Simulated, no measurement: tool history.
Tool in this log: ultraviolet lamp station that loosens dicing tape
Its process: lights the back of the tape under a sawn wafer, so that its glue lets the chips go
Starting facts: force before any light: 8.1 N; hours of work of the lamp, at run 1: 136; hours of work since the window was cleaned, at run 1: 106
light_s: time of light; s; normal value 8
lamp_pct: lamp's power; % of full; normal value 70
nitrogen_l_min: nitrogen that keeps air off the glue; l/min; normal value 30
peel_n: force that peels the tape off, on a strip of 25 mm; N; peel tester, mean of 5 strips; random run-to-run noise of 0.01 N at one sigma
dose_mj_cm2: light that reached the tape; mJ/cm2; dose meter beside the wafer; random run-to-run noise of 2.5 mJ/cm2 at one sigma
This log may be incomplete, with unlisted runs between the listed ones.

run	day	light_s	lamp_pct	nitrogen_l_min	hours of work of the lamp	hours of work since the window was cleaned	peel_n	dose_mj_cm2
1	0	8	70	30	136	106	0.559	251
2	1.062	8	70	30	156	126	0.58	251
3	2.592	8	70	58	184	154	0.361	250
4	3.467	8	70	58	201	171	0.367	246
5	4.438	8	70	58	219	189	0.388	246
6	5.762	8	71	58	244	214	0.379	243
7	7.362	8	74	30	274	244	0.601	249
8	8.408	8	70	42	293	263	0.558	230
9	9.946	8	70	42	322	292	0.561	230
10	10.717	8	69	30	337	307	0.793	219
11	11.704	8	69	30	355	325	0.831	215
# day 12.358: window cleaned of glue's vapour
12	12.858	6	70	30	376	9	1.631	143
13	13.533	6	70	30	389	22	1.708	142
14	14.383	6	70	30	405	38	1.722	142
15	15.175	8	70	30	420	53	1.053	197
16	16.662	8	70	30	448	81	1.121	185
# day 17.188: window cleaned of glue's vapour, once more
17	17.925	8	70	18	471	14	0.994	242
18	18.679	8	63	30	485	28	0.81	222
19	20.192	8	70	20	513	56	0.948	241
20	21.825	8	89	30	544	87	0.41	290
21	22.958	8	89	30	565	108	0.428	289
22	23.654	8	89	30	578	121	0.416	285
23	24.954	6	91	12	603	145	1.686	223
24	26.512	6	64	22	632	175	1.919	147
25	27.942	5	70	11	659	201	3.091	135
26	29.3	5	70	11	684	227	3.096	133
27	30.329	5	70	11	703	246	3.216	131
28	31.875	5	70	11	732	275	3.296	125
29	32.796	14	83	32	750	292	0.211	415
30	34.296	7	70	38	778	320	1.089	174
31	35.054	6	62	10	792	335	3.371	130
# day 35.217: window cleaned of glue's vapour
32	36.65	6	76	18	821	27	1.716	180
33	37.746	8	71	24	842	47	0.973	220
34	39.129	8	71	24	868	73	1.008	215
35	40.225	7	78	52	888	94	0.604	205
36	41.783	6	70	30	918	123	1.473	156
37	42.871	6	70	30	938	143	1.59	150
38	43.6	5	65	31	952	157	2.219	116
39	44.325	16	79	20	965	171	0.249	446
40	45.2	5	77	20	982	187	2.371	133
41	45.988	9	74	30	996	202	0.725	230
42	47.558	7	90	50	1026	231	0.588	210

For some of the steps in peel_n from one run to the next: how much would appear even if the tool had no hidden state, given the settings, what came in and random variation, and how much remains for the hidden state plus any gauge scatter that the measured result and the result without hidden state don't share?
Unlogged tool condition in this case: lamp's light, % of a new lamp's; light that the window lets through, % of a clean one's; drift of the gauge itself on peel_n, %; drift of the gauge itself on dose_mj_cm2, %.
Run 28 -> 29: light_s 5 -> 14, lamp_pct 70 -> 83, nitrogen_l_min 11 -> 32. peel_n -3.085 N: hidden state -0.939, all else -2.146.
Run 30 -> 31: light_s 7 -> 6, lamp_pct 70 -> 62, nitrogen_l_min 38 -> 10. peel_n +2.282 N: hidden state +0.544, all else +1.738.
Run 38 -> 39: light_s 5 -> 16, lamp_pct 65 -> 79, nitrogen_l_min 31 -> 20. peel_n -1.97 N: hidden state -0.81, all else -1.16.
Run 39 -> 40: light_s 16 -> 5, lamp_pct 79 -> 77. peel_n +2.122 N: hidden state +0.904, all else +1.218.
